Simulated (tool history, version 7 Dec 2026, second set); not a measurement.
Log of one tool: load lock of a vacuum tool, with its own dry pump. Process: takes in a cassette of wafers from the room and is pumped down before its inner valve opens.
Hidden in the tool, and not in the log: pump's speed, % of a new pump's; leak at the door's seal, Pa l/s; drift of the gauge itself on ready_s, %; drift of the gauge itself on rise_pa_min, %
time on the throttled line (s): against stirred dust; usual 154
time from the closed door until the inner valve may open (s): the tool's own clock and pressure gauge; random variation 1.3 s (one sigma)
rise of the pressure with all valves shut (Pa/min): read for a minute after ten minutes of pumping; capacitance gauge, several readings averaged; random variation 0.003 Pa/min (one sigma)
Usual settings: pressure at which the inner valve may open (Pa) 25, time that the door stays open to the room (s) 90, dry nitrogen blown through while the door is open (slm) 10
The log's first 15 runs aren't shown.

run     hour  time on the throttled line (s)  pressure at which the inner valve may open (Pa)  time that the door stays open to the room (s)  dry nitrogen blown through while the door is open (slm)  hours that the pump has run since its overhaul  times that the door has closed on its seal  incoming humidity of the room's air, %  time from the closed door until the inner valve may open (s)  rise of the pressure with all valves shut (Pa/min)
 16   7754.2                             223                                               25                                             50                                                       10                                            3129                                       28109                                    44.0                                                         263.1                                               0.214
 17   8202.3                             223                                               25                                             50                                                       10                                            3577                                       28857                                    40.6                                                         269.6                                               0.217
 18   8500.3                             223                                               25                                             50                                                       10                                            3875                                       29356                                    44.3                                                         266.8                                               0.221
 19   8875.3                             154                                               25                                             71                                                       10                                            4250                                       29982                                    45.1                                                         206.9                                               0.248
 20   9485.9                              80                                               25                                             90                                                        4                                            4860                                       31003                                    44.3                                                         142.1                                               0.271
 21   9763.1                             255                                               25                                             90                                                       10                                            5138                                       31466                                    44.1                                                         293.7                                               0.264
 22  10139.4                             255                                               31                                             90                                                       15                                            5514                                       32095                                    42.9                                                         292.2                                               0.266
 23  10672.9                             255                                               31                                             39                                                        8                                            6047                                       32987                                    47.9                                                         295.2                                               0.269
 24  10977.8                             255                                               47                                             39                                                       44                                            6352                                       33496                                    44.7                                                         291.7                                               0.251
 25  11619.5                             255                                               47                                             39                                                       44                                            6994                                       34569                                    45.0                                                         291.5                                               0.269
 26  11897.5                             255                                               47                                             39                                                       44                                            7272                                       35033                                    43.5                                                         291.3                                               0.272
 27  12530.1                             107                                               47                                             39                                                        6                                            7905                                       36091                                    47.8                                                         162.3                                               0.311
 28  12912.3                             107                                               47                                             39                                                        6                                            8287                                       36730                                    40.9                                                         164.4                                               0.308
 29  13475.5                             268                                               29                                             90                                                       16                                            8850                                       37671                                    50.3                                                         310.1                                               0.338
     13636.3  -- door's seal changed, seat wiped
 30  13985.2                             117                                               19                                             90                                                       10                                            9358                                         583                                    47.7                                                         185.0                                               0.057
 31  14608.1                             279                                               23                                             90                                                       16                                            9981                                        1624                                    42.3                                                         323.1                                               0.042
 32  15097.4                             146                                               25                                            106                                                       10                                           10470                                        2442                                    45.7                                                         204.1                                               0.066
 33  15709.1                             146                                               25                                            106                                                       10                                           11082                                        3464                                    45.0                                                         207.5                                               0.068
 34  16307.2                             172                                               29                                             90                                                       10                                           11680                                        4464                                    43.7                                                         231.2                                               0.063
 35  16727.0                             172                                               28                                            171                                                       10                                           12100                                        5166                                    44.3                                                         228.6                                               0.088
 36  17233.8                              92                                               19                                             90                                                       10                                           12607                                        6013                                    46.5                                                         164.3                                               0.076

Forecast each of these 3 alternatives for the next run:
     17472.5  -- dry pump taken out, an overhauled one fitted
  A  17709.1                              92                                               19                                             30                                                       10                                             237                                        6797                                    45.2                                                             ?                                                   ?
     17472.5  -- dry pump taken out, an overhauled one fitted
  B  17709.1                             154                                               25                                             90                                                       38                                             237                                        6797                                    45.4                                                             ?                                                   ?
     17472.5  -- dry pump taken out, an overhauled one fitted
  C  17709.1                             282                                               29                                             34                                                       10                                             237                                        6797                                    44.8                                                             ?                                                   ?

run  time from the closed door until the inner valve may open (s)  rise of the pressure with all valves shut (Pa/min)
  A                                                         152.1                                               0.056
  B                                                         204.3                                               0.049
  C                                                         313.7                                               0.055
Without the tool's hidden state the same runs would have given:
run  time from the closed door until the inner valve may open (s)  rise of the pressure with all valves shut (Pa/min)
  A                                                         151.3                                               0.033
  B                                                         203.6                                               0.027
  C                                                         313.2                                               0.032
